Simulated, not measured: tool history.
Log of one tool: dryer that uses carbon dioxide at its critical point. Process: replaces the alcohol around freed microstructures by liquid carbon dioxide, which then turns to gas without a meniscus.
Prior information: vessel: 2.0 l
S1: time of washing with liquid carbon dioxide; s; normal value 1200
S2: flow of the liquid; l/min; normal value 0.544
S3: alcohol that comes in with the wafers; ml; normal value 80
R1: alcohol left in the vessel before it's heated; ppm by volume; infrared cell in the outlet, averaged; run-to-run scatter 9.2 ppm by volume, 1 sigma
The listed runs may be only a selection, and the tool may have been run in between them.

| run | hour | S1 | S2 | S3 | R1 |
|---|---|---|---|---|---|
| 1 | 0.0 | 1200 | 0.544 | 80 | 1010 |
| 2 | 15.2 | 1200 | 0.544 | 80 | 1011 |
| 3 | 28.6 | 1200 | 0.868 | 80 | 116 |
| 4 | 42.8 | 1200 | 0.868 | 80 | 122 |
| 5 | 57.9 | 1200 | 0.544 | 80 | 1083 |
|  | 73.4 | inlet filter changed |
| 6 | 74.2 | 1200 | 0.544 | 80 | 545 |
| 7 | 81.6 | 1200 | 0.347 | 80 | 2687 |
| 8 | 97.0 | 1620 | 0.347 | 80 | 1103 |
| 9 | 109.0 | 1620 | 0.347 | 80 | 1131 |
| 10 | 118.5 | 1620 | 0.347 | 80 | 1104 |
| 11 | 130.8 | 1260 | 0.544 | 80 | 447 |
| 12 | 143.2 | 1260 | 0.544 | 80 | 472 |
| 13 | 153.4 | 1380 | 0.544 | 80 | 326 |
| 14 | 165.8 | 1380 | 0.544 | 80 | 333 |
| 15 | 172.6 | 960 | 0.478 | 80 | 2089 |
| 16 | 188.5 | 1680 | 0.904 | 55 | 27 |

For run 17, what comes out?
| 17 | 199.1 | 1440 | 0.544 | 80 | ? |

Logged for run 17: R1 265 ppm by volume.
Had the tool carried no hidden state, the very same run would have given R1 208 ppm by volume.
